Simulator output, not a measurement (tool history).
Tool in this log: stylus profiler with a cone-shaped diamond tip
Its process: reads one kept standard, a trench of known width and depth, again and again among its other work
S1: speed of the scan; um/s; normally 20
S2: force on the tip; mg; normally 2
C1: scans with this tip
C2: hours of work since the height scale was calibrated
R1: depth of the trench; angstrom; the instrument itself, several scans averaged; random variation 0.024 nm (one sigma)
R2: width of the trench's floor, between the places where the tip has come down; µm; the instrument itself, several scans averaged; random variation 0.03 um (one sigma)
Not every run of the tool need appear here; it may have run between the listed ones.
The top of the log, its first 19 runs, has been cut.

run,day,S1,S2,C1,C2,R1,R2
20,8.358,20,0.76,2912,21,2007,46.9
21,8.688,20,0.76,2964,26,2006.8,46.85
22,9.2,20,0.76,3044,33,2006.9,46.86
23,9.508,20,0.76,3093,38,2006.4,46.88
24,9.904,20,0.76,3156,44,2007,46.88
25,10.175,9,3.45,3198,47,2018.6,46.88
26,10.562,6,1.75,3259,53,2012.3,46.91
27,11.058,6,2,3337,60,2013,46.96

Estimate the outcome of run 28 from the log above:
28,11.562,8,2.46,3416,68,?,?

Run 28 produced R1 2015 angstrom, R2 46.93 µm.
On a tool with no hidden condition, and with the same random variation, this run would have come out at R1 2015.4 angstrom, R2 47.2 µm.
